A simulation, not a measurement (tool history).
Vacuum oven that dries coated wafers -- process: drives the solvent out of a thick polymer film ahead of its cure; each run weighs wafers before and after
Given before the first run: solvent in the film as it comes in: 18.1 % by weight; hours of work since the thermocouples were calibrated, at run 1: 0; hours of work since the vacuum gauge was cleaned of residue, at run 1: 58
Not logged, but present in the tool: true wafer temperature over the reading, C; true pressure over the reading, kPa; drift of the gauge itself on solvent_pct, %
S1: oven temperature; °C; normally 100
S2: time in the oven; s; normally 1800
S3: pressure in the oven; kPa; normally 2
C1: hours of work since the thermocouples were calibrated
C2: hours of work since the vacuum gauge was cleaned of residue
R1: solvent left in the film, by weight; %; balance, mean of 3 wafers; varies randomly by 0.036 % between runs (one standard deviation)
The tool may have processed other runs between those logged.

| run | hour | S1 | S2 | S3 | C1 | C2 | R1 |
|---|---|---|---|---|---|---|---|
| 1 | 0 | 100 | 1800 | 2 | 0 | 58 | 1.71 |
| 2 | 16.8 | 100 | 1680 | 2 | 7 | 64 | 1.79 |
| 3 | 38.3 | 100 | 1680 | 2 | 16 | 73 | 1.85 |
| 4 | 55.4 | 100 | 1680 | 2 | 23 | 80 | 1.87 |
| 5 | 82.5 | 100 | 1680 | 2 | 34 | 91 | 1.88 |
| 6 | 107.2 | 100 | 1800 | 2 | 44 | 101 | 1.66 |
| 7 | 134.4 | 87 | 1800 | 2 | 55 | 112 | 4.3 |
| 8 | 147.1 | 87 | 1800 | 2 | 60 | 118 | 4.39 |
| 9 | 172 | 104 | 1320 | 2.05 | 70 | 128 | 1.82 |
| 10 | 184.6 | 114 | 1320 | 1.32 | 75 | 133 | 0.69 |
| 11 | 205.9 | 89 | 2040 | 3.08 | 84 | 141 | 4.25 |
| 12 | 217.8 | 89 | 2040 | 3.08 | 89 | 146 | 4.26 |
| 13 | 231.3 | 105 | 2040 | 3.17 | 94 | 152 | 1.73 |
| 14 | 259.1 | 105 | 2040 | 3.17 | 105 | 163 | 1.72 |

5 ways to go on from here, each from the tool as it stands after run 14. What would each give?
| A | 283.1 | 110 | 2040 | 1.59 | 115 | 173 | ? |
| B | 283.1 | 97 | 2340 | 4.86 | 115 | 173 | ? |
| C | 283.1 | 94 | 1440 | 6.76 | 115 | 173 | ? |
| D | 283.1 | 108 | 2040 | 6.46 | 115 | 173 | ? |
| E | 283.1 | 88 | 2460 | 7.02 | 115 | 173 | ? |

| run | R1 |
|---|---|
| A | 0.73 |
| B | 3.58 |
| C | 6.47 |
| D | 2.97 |
| E | 7.26 |
Without the tool's unlogged condition, the same runs would have read:
| run | R1 |
|---|---|
| A | 0.7 |
| B | 3.49 |
| C | 6.31 |
| D | 2.91 |
| E | 7.08 |

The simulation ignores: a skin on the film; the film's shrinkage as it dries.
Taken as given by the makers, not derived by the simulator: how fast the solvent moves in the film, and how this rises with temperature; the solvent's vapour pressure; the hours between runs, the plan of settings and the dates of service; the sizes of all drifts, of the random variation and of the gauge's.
